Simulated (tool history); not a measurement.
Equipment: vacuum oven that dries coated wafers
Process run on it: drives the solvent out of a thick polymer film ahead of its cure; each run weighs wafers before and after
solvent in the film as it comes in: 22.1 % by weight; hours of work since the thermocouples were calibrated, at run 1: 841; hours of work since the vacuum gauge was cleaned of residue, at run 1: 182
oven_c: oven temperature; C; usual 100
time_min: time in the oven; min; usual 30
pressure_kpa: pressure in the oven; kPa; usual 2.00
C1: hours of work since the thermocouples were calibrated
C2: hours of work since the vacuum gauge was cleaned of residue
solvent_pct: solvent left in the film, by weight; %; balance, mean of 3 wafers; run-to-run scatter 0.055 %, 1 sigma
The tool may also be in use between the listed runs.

{"run": 1, "hour": 0.0, "oven_c": 100, "time_min": 30, "pressure_kpa": 2.0, "C1": 841, "C2": 182, "solvent_pct": 2.46}
{"run": 2, "hour": 44.2, "oven_c": 100, "time_min": 30, "pressure_kpa": 2.0, "C1": 863, "C2": 204, "solvent_pct": 2.35}
{"hour": 105.3, "done": "oven's thermocouples calibrated"}
{"run": 3, "hour": 107.5, "oven_c": 100, "time_min": 30, "pressure_kpa": 2.0, "C1": 1, "C2": 234, "solvent_pct": 2.47}
{"run": 4, "hour": 146.0, "oven_c": 100, "time_min": 30, "pressure_kpa": 2.86, "C1": 20, "C2": 253, "solvent_pct": 3.12}
{"run": 5, "hour": 208.8, "oven_c": 99, "time_min": 30, "pressure_kpa": 2.0, "C1": 51, "C2": 285, "solvent_pct": 2.53}
{"run": 6, "hour": 255.6, "oven_c": 100, "time_min": 30, "pressure_kpa": 2.0, "C1": 75, "C2": 308, "solvent_pct": 2.37}
{"run": 7, "hour": 307.2, "oven_c": 100, "time_min": 30, "pressure_kpa": 2.0, "C1": 100, "C2": 333, "solvent_pct": 2.45}
{"hour": 334.0, "done": "oven's thermocouples calibrated, once more"}
{"run": 8, "hour": 370.7, "oven_c": 96, "time_min": 30, "pressure_kpa": 2.0, "C1": 18, "C2": 364, "solvent_pct": 3.16}
{"run": 9, "hour": 413.7, "oven_c": 96, "time_min": 30, "pressure_kpa": 2.0, "C1": 40, "C2": 385, "solvent_pct": 3.17}
{"run": 10, "hour": 479.5, "oven_c": 102, "time_min": 22, "pressure_kpa": 2.72, "C1": 72, "C2": 418, "solvent_pct": 3.43}
{"run": 11, "hour": 520.4, "oven_c": 113, "time_min": 50, "pressure_kpa": 2.72, "C1": 93, "C2": 438, "solvent_pct": 1.61}
{"run": 12, "hour": 568.2, "oven_c": 100, "time_min": 30, "pressure_kpa": 6.65, "C1": 116, "C2": 462, "solvent_pct": 6.53}
{"run": 13, "hour": 632.2, "oven_c": 93, "time_min": 18, "pressure_kpa": 2.12, "C1": 148, "C2": 494, "solvent_pct": 6.57}
{"run": 14, "hour": 679.3, "oven_c": 88, "time_min": 18, "pressure_kpa": 2.32, "C1": 172, "C2": 517, "solvent_pct": 8.63}
{"run": 15, "hour": 743.7, "oven_c": 101, "time_min": 24, "pressure_kpa": 1.23, "C1": 204, "C2": 549, "solvent_pct": 2.19}
{"run": 16, "hour": 775.1, "oven_c": 91, "time_min": 20, "pressure_kpa": 4.63, "C1": 219, "C2": 565, "solvent_pct": 9.32}
{"run": 17, "hour": 808.7, "oven_c": 91, "time_min": 25, "pressure_kpa": 2.0, "C1": 236, "C2": 582, "solvent_pct": 5.41}

Predict each of these 4 candidate next runs independently; none follows another, all start after run 17:
{"run": "A", "hour": 836.3, "oven_c": 108, "time_min": 30, "pressure_kpa": 2.0, "C1": 250, "C2": 595, "solvent_pct": "?"}
{"run": "B", "hour": 836.3, "oven_c": 100, "time_min": 19, "pressure_kpa": 2.0, "C1": 250, "C2": 595, "solvent_pct": "?"}
{"run": "C", "hour": 836.3, "oven_c": 96, "time_min": 23, "pressure_kpa": 2.0, "C1": 250, "C2": 595, "solvent_pct": "?"}
{"run": "D", "hour": 836.3, "oven_c": 115, "time_min": 20, "pressure_kpa": 2.0, "C1": 250, "C2": 595, "solvent_pct": "?"}

run=A solvent_pct=1.61
run=B solvent_pct=3.78
run=C solvent_pct=4.21
run=D solvent_pct=1.27
With the hidden condition removed and each run's random variation left untouched, the same runs would have given:
run=A solvent_pct=1.52
run=B solvent_pct=3.76
run=C solvent_pct=4.17
run=D solvent_pct=1.20
